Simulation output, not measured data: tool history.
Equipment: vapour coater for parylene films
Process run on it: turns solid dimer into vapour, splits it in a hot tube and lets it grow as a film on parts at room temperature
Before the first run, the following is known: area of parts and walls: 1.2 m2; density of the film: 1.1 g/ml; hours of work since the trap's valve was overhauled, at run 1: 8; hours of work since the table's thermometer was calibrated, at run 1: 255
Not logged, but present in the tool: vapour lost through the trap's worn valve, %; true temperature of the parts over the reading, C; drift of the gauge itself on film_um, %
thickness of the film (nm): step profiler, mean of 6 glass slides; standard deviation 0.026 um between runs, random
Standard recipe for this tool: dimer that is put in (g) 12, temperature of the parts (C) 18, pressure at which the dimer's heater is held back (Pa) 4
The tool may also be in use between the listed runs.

run   hour  dimer that is put in (g)  temperature of the parts (C)  pressure at which the dimer's heater is held back (Pa)  hours of work since the trap's valve was overhauled  hours of work since the table's thermometer was calibrated  thickness of the film (nm)
  1      0                        12                            18                                                       4                                                    8                                                         255                        6720
  2   52.7                        12                            18                                                       4                                                   47                                                         295                        6640
  3    113                        12                            18                                                    7.63                                                   92                                                         340                        5780
  4  161.4                        12                            18                                                    7.63                                                  129                                                         376                        5740
  5  204.6                        12                            27                                                    7.63                                                  161                                                         409                        4120
  6  248.7                        12                            23                                                       4                                                  194                                                         442                        5370
       264  -- trap's valve overhauled
  7  314.2                        12                            23                                                       4                                                   38                                                         488                        5620
  8  361.7                        12                            18                                                       4                                                   73                                                         524                        6700
  9    420                        12                            18                                                   10.72                                                  117                                                         567                        5450
 10  474.9                        11                            19                                                    3.67                                                  158                                                         609                        5850
 11  513.7                        12                            16                                                    9.06                                                  187                                                         638                        5900
     539.3  -- trap's valve overhauled
 12  573.5                        12                            16                                                    9.06                                                   26                                                         680                        6230
 13    607                        12                            16                                                    9.06                                                   51                                                         705                        6160
 14  653.7                        12                            16                                                    9.06                                                   86                                                         740                        6130
 15  694.1                        15                            18                                                       4                                                  116                                                         770                        8320
 16  739.5                        12                            13                                                       4                                                  150                                                         804                        7900
 17  799.6                        12                            13                                                       4                                                  195                                                         849                        7800
     804.3  -- table's thermometer calibrated
     817.3  -- trap's valve overhauled
 18  860.7                         6                            18                                                       4                                                   33                                                          39                        3250

Run by run, hidden condition taken away, random variation retained:
run  thickness of the film (nm)
  1                        6670
  2                        6670
  3                        5860
  4                        5870
  5                        4240
  6                        5580
  7                        5570
  8                        6690
  9                        5510
 10                        5960
 11                        6060
 12                        6100
 13                        6070
 14                        6090
 15                        8320
 16                        7960
 17                        7950
 18                        3290
